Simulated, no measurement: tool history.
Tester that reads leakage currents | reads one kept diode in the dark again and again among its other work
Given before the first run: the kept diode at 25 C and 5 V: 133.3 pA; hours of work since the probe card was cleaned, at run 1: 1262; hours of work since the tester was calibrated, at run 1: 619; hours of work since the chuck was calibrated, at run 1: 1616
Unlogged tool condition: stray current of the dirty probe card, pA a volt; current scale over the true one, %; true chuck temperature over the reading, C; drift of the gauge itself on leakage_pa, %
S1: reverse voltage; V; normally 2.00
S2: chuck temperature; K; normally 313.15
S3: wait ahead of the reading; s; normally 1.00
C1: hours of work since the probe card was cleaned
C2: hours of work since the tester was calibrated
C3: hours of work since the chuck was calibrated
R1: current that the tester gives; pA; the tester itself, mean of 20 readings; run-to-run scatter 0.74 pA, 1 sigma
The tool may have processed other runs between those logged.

Run 1, day 0.000: usual settings; C1 1262; C2 619; C3 1616. Result: R1 225.06 pA.
Run 2, day 0.646: usual settings; C1 1273; C2 631; C3 1627. Result: R1 226.44 pA.
At day 0.946: probe card cleaned and baked.
Run 3, day 1.767: usual settings; C1 14; C2 648; C3 1644. Result: R1 228.42 pA.
Run 4, day 2.883: usual settings but S3 1.94 s; C1 33; C2 667; C3 1664. Result: R1 228.23 pA.
Run 5, day 3.500: usual settings but S3 1.94 s; C1 44; C2 677; C3 1674. Result: R1 228.22 pA.
Run 6, day 4.396: usual settings but S3 0.63 s; C1 59; C2 693; C3 1690. Result: R1 226.68 pA.
Run 7, day 5.267: usual settings but S3 0.63 s; C1 74; C2 708; C3 1705. Result: R1 227.43 pA.
Run 8, day 6.367: usual settings; C1 93; C2 727; C3 1723. Result: R1 226.43 pA.
Run 9, day 7.446: usual settings but S3 0.37 s; C1 112; C2 745; C3 1742. Result: R1 226.57 pA.
At day 7.683: probe card cleaned and baked, once more.
Run 10, day 8.462: usual settings but S3 0.37 s; C1 13; C2 761; C3 1757. Result: R1 220.80 pA.
Run 11, day 9.138: usual settings but S3 2.21 s; C1 25; C2 772; C3 1769. Result: R1 218.67 pA.
Run 12, day 9.683: usual settings but S3 2.21 s; C1 34; C2 782; C3 1778. Result: R1 218.77 pA.
Run 13, day 10.404: usual settings but S3 2.21 s; C1 47; C2 794; C3 1791. Result: R1 217.61 pA.
Run 14, day 11.342: usual settings but S1 9.03 V, S2 306.15 K; C1 63; C2 810; C3 1807. Result: R1 288.82 pA.
Run 15, day 12.254: usual settings but S1 9.03 V, S2 306.15 K; C1 79; C2 826; C3 1823. Result: R1 286.72 pA.

Below are 3 alternative next runs, each starting from the tool's condition after run 15. Predict each:
Run A, day 12.958: usual settings but S1 10.85 V; C1 91; C2 838; C3 1835. Result: R1 ?.
Run B, day 12.958: usual settings but S2 318.15 K; C1 91; C2 838; C3 1835. Result: R1 ?.
Run C, day 12.958: usual settings but S1 1.64 V, S3 3.30 s; C1 91; C2 838; C3 1835. Result: R1 ?.

run      R1
  A  518.59
  B  305.86
  C  196.98
Stripped of hidden state, with their random variation kept, the same runs would have yielded:
run      R1
  A  583.84
  B  343.93
  C  222.23
